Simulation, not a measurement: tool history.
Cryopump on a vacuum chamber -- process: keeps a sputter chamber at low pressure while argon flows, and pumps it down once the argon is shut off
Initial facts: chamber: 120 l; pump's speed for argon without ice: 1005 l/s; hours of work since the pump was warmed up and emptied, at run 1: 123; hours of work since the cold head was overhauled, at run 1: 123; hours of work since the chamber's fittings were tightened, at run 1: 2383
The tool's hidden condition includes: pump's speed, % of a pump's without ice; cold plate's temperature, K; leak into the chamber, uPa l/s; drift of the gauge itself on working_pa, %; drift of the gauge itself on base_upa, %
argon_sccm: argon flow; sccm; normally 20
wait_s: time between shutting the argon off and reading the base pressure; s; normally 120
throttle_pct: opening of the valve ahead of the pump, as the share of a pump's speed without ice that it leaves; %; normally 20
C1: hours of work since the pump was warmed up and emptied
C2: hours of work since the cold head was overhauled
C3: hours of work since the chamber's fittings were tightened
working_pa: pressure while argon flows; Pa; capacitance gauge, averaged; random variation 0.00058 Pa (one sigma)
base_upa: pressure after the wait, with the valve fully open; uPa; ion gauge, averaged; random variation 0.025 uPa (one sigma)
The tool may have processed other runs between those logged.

Run 1, day 0.000: usual settings; C1 123; C2 123; C3 2383. Result: working_pa 0.1711 Pa, base_upa 4.10 uPa.
Run 2, day 1.467: usual settings; C1 152; C2 152; C3 2412. Result: working_pa 0.1712 Pa, base_upa 4.35 uPa.
Run 3, day 2.662: usual settings but throttle_pct 31 %; C1 176; C2 176; C3 2436. Result: working_pa 0.1114 Pa, base_upa 4.30 uPa.
At day 4.004: leaking fittings of the chamber tightened, without venting.
Run 4, day 4.350: usual settings but throttle_pct 31 %; C1 207; C2 207; C3 7. Result: working_pa 0.1121 Pa, base_upa 1.06 uPa.
Run 5, day 5.912: usual settings; C1 238; C2 238; C3 38. Result: working_pa 0.1724 Pa, base_upa 1.08 uPa.
Run 6, day 7.017: usual settings; C1 260; C2 260; C3 59. Result: working_pa 0.1737 Pa, base_upa 1.18 uPa.
Run 7, day 8.575: usual settings; C1 291; C2 291; C3 90. Result: working_pa 0.1735 Pa, base_upa 1.17 uPa.
Run 8, day 9.375: usual settings; C1 307; C2 307; C3 106. Result: working_pa 0.1734 Pa, base_upa 1.23 uPa.
Run 9, day 11.058: usual settings; C1 340; C2 340; C3 139. Result: working_pa 0.1749 Pa, base_upa 1.32 uPa.
Run 10, day 11.992: usual settings but throttle_pct 54 %; C1 358; C2 358; C3 158. Result: working_pa 0.0688 Pa, base_upa 1.29 uPa.
Run 11, day 12.875: usual settings but argon_sccm 19 sccm, wait_s 95 s, throttle_pct 54 %; C1 376; C2 376; C3 175. Result: working_pa 0.0658 Pa, base_upa 1.53 uPa.
Run 12, day 13.825: usual settings but argon_sccm 19 sccm, wait_s 95 s, throttle_pct 54 %; C1 394; C2 394; C3 194. Result: working_pa 0.0657 Pa, base_upa 1.60 uPa.
Run 13, day 14.650: usual settings but argon_sccm 9 sccm, throttle_pct 44 %; C1 411; C2 411; C3 210. Result: working_pa 0.0380 Pa, base_upa 1.45 uPa.
At day 15.567: pump warmed up, emptied and cooled again.
Run 14, day 16.575: usual settings but argon_sccm 9 sccm, wait_s 73 s, throttle_pct 28 %; C1 20; C2 445; C3 244. Result: working_pa 0.0550 Pa, base_upa 1.78 uPa.
Run 15, day 18.017: usual settings but argon_sccm 17 sccm, wait_s 73 s, throttle_pct 28 %; C1 48; C2 473; C3 273. Result: working_pa 0.1034 Pa, base_upa 1.87 uPa.
Run 16, day 19.075: usual settings but argon_sccm 39 sccm, throttle_pct 35 %; C1 69; C2 494; C3 293. Result: working_pa 0.1907 Pa, base_upa 1.44 uPa.
Run 17, day 20.225: usual settings but argon_sccm 12 sccm, wait_s 39 s; C1 92; C2 517; C3 316. Result: working_pa 0.1017 Pa, base_upa 2.89 uPa.
Run 18, day 21.325: usual settings but argon_sccm 28 sccm, wait_s 157 s, throttle_pct 43 %; C1 114; C2 538; C3 338. Result: working_pa 0.1127 Pa, base_upa 1.36 uPa.
Run 19, day 23.112: usual settings but argon_sccm 29 sccm, wait_s 166 s, throttle_pct 19 %; C1 149; C2 574; C3 373. Result: working_pa 0.2605 Pa, base_upa 1.40 uPa.

4 options for the next run, each taken on its own from the tool as it stands now. Forecast them:
Run A, day 24.550: usual settings but argon_sccm 22 sccm; C1 177; C2 602; C3 401. Result: working_pa ?, base_upa ?.
Run B, day 24.550: usual settings but argon_sccm 29 sccm, wait_s 166 s, throttle_pct 26 %; C1 177; C2 602; C3 401. Result: working_pa ?, base_upa ?.
Run C, day 24.550: usual settings but argon_sccm 29 sccm, wait_s 166 s, throttle_pct 54 %; C1 177; C2 602; C3 401. Result: working_pa ?, base_upa ?.
Run D, day 24.550: usual settings but argon_sccm 30 sccm; C1 177; C2 602; C3 401. Result: working_pa ?, base_upa ?.

run  working_pa  base_upa
  A      0.1890      1.63
  B      0.1927      1.42
  C      0.0957      1.42
  D      0.2582      1.65
With no hidden state in the tool, these same runs would have given:
run  working_pa  base_upa
  A      0.1852      0.98
  B      0.1876      0.78
  C      0.0907      0.77
  D      0.2530      1.00
